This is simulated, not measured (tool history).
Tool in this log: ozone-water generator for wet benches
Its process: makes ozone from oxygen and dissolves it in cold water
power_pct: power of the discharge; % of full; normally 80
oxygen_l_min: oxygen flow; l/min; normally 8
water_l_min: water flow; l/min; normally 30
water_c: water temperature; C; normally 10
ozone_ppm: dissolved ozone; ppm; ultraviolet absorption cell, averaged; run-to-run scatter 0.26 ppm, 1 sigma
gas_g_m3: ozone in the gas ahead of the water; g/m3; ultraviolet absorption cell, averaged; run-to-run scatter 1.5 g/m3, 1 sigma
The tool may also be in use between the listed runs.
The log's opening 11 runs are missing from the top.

run	hour	power_pct	oxygen_l_min	water_l_min	water_c	ozone_ppm	gas_g_m3
12	1521	80	8	30	7	39.6	281.5
13	1635	80	8	30	7	39.5	280
14	1801.5	80	8	30	10	37.9	281.8
15	1922.7	80	4.75	30	10	37.5	395.4
16	2031.4	80	4.75	30	10	37	390.4
# hour 2155.9: water thermometer calibrated
17	2211.3	42	5.49	29	17	22.5	220
18	2351.7	79	8	30	8	38	274
19	2468.6	79	5.85	30	8	38.4	338.7
20	2572.7	73	8.7	22	8	44.3	244.1
21	2653.5	80	9.18	30	12	35.5	252.9
22	2736.2	80	4.89	30	8	38.2	381.4
23	2874.6	77	5.89	21	12	46.9	329.4
24	2975.2	77	5.89	21	12	46	327.5
25	3108.5	77	6.48	21	13	45.5	307.4
26	3234.6	77	6.48	21	13	45.1	307.9
27	3338.8	69	8	30	10	33.1	245.5
28	3463.9	43	8	42	6	18	173.7
29	3590.7	43	8.55	42	15	16.6	166.2
30	3769.7	49	7.04	40	15	19.3	206.4
31	3858.9	49	7.04	40	15	19	207.6
32	3993.2	80	8	45	12	25.1	269.9

What if the next run were any one of these 5? Each begins from the tool's condition after run 32:
A	4128.2	75	8	28	7	?	?
B	4128.2	80	5.58	45	12	?	?
C	4128.2	80	8	27	7	?	?
D	4128.2	80	4.05	30	12	?	?
E	4128.2	84	8	30	8	?	?

run	ozone_ppm	gas_g_m3
A	37.7	257.9
B	24.9	346.4
C	41	272.3
D	35.2	422
E	38.5	284
With the hidden condition removed and each run's random variation left untouched, the same runs would have given:
run	ozone_ppm	gas_g_m3
A	41.4	273.4
B	27.6	368.1
C	45.1	289.4
D	38.9	448.5
E	42.5	302.4
